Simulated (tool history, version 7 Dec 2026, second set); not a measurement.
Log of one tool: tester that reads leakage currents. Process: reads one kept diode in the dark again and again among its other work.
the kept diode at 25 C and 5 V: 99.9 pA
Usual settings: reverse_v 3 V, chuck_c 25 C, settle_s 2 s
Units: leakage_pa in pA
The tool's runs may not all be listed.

| run | day | reverse_v | chuck_c | settle_s | leakage_pa |
|---|---|---|---|---|---|
| 1 | 0 | 3 | 25 | 2 | 85.68 |
| 2 | 0.912 | 2.14 | 25 | 2 | 76.74 |
| 3 | 1.646 | 2.14 | 25 | 2 | 76.23 |
| 4 | 2.288 | 2.14 | 25 | 2 | 76.51 |
| 5 | 2.9 | 2.14 | 25 | 2 | 76.38 |
| 6 | 4.038 | 2.14 | 25 | 2 | 76.43 |
| 7 | 5.033 | 2.14 | 25 | 2 | 76.44 |
| 8 | 5.704 | 2.14 | 25 | 2 | 76.56 |
| 9 | 6.254 | 3 | 22 | 2 | 66.34 |
| 10 | 7.283 | 3 | 25 | 2 | 85.2 |
| 11 | 8.542 | 3 | 25 | 2 | 84.99 |
| 12 | 9.304 | 8.99 | 25 | 4.08 | 121.29 |
|  | 9.5 | chuck's temperature calibrated |
| 13 | 10.275 | 2.13 | 39 | 0.7 | 231.15 |
| 14 | 11.233 | 1.01 | 35 | 0.55 | 133.2 |
| 15 | 12.3 | 1.01 | 39 | 0.95 | 181.61 |
| 16 | 13.071 | 1.07 | 25 | 0.88 | 61.07 |
| 17 | 14.233 | 1.07 | 25 | 0.88 | 61.1 |
| 18 | 15.504 | 2.99 | 29 | 2 | 118.1 |
| 19 | 16.304 | 1.02 | 23 | 2 | 51.24 |
| 20 | 17.133 | 1.02 | 23 | 2 | 50.92 |
| 21 | 18.362 | 1.64 | 55 | 2.05 | 673.64 |

Forecast each of these 5 alternatives for the next run:
| A | 19.188 | 1.64 | 55 | 2.4 | ? |
| B | 19.188 | 2.92 | 42 | 2.05 | ? |
| C | 19.188 | 3 | 52 | 0.75 | ? |
| D | 19.188 | 1.04 | 55 | 1.19 | ? |
| E | 19.188 | 1.79 | 25 | 2 | ? |

| run | leakage_pa |
|---|---|
| A | 669.5 |
| B | 319.06 |
| C | 662.89 |
| D | 577.24 |
| E | 72.22 |
Without the tool's hidden state the same runs would have given:
| run | leakage_pa |
|---|---|
| A | 669.48 |
| B | 319.04 |
| C | 662.87 |
| D | 577.23 |
| E | 72.21 |
